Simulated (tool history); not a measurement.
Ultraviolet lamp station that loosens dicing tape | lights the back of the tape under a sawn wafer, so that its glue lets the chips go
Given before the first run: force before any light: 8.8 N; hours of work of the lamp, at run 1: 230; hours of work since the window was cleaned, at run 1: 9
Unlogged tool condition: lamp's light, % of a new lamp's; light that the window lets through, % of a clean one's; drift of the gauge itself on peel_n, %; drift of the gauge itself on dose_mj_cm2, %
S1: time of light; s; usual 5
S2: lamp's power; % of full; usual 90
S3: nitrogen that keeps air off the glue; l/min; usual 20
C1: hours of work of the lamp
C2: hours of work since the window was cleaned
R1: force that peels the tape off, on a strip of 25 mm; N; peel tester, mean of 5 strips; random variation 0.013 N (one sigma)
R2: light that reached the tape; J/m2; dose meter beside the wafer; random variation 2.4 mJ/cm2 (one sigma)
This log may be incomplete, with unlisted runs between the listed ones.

run,hour,S1,S2,S3,C1,C2,R1,R2
1,0,5,90,20,230,9,0.722,2260
2,20.2,5,88,20,239,18,0.738,2260
3,34.3,5,90,20,245,24,0.727,2240
4,43.9,5,90,20,249,28,0.74,2270
5,60.4,5,90,20,256,35,0.706,2320
6,72.5,5,90,20,261,41,0.726,2290
7,93.5,5,90,20,271,50,0.755,2270
8,115.3,5,90,9,280,59,1.256,2250
9,136.8,5,90,9,289,68,1.312,2220
10,153.2,5,90,9,296,76,1.312,2200
11,167.7,5,90,9,303,82,1.28,2180
12,182.4,5,90,9,309,88,1.305,2240
13,203.2,5,90,9,318,97,1.325,2190
14,212.2,5,90,9,322,101,1.346,2150
15,226.2,5,90,9,328,107,1.317,2160
16,242,2,90,9,335,114,4.08,860
17,263.7,5,90,8,344,123,1.494,2170
18,277.1,5,90,20,350,129,0.837,2170
19,296.5,5,90,20,358,138,0.792,2150
20,307.3,5,90,20,363,142,0.818,2140
21,323.5,5,90,20,370,149,0.83,2170
22,337.8,5,90,20,376,155,0.826,2110
23,352,5,90,20,382,162,0.853,2090
24,370.3,4,68,20,390,170,2.078,1260
25,385,5,90,21,397,176,0.822,2110
26,397.6,5,90,21,402,181,0.837,2110
27,407.3,4,67,20,406,186,2.095,1250
28,417.5,9,90,17,411,190,0.26,3740
29,431.5,6,82,17,417,196,0.785,2280
30,442,8,63,17,421,201,0.769,2300
31,455.6,8,63,17,427,206,0.765,2320
32,465.4,10,72,36,432,211,0.22,3320
33,485.1,4,71,28,440,219,1.737,1280
34,504.4,4,71,28,448,228,1.738,1330
35,514.3,4,71,28,453,232,1.74,1320
36,529.5,2,95,8,459,239,4.185,880
37,544.9,7,90,31,466,245,0.32,2820
38,554.9,7,90,31,470,249,0.318,2870
39,571.5,5,86,7,477,257,1.921,1960
40,592.9,5,86,7,487,266,1.912,1910
41,610.1,3,86,7,494,273,3.565,1180
42,631.2,4,86,37,503,283,1.14,1500
43,641.5,3,90,20,508,287,2.295,1150
44,653.5,3,73,24,513,292,2.732,950
45,667,2,73,19,519,298,4.509,630

Forecast each of these 3 alternatives for the next run:
A,679.7,5,99,20,524,304,?,?
B,679.7,5,87,9,524,304,?,?
C,679.7,7,73,22,524,304,?,?

run,R1,R2
A,0.795,2180
B,1.773,1870
C,0.713,2260
Without the tool's hidden state the same runs would have given:
run,R1,R2
A,0.459,2770
B,1.159,2390
C,0.41,2860
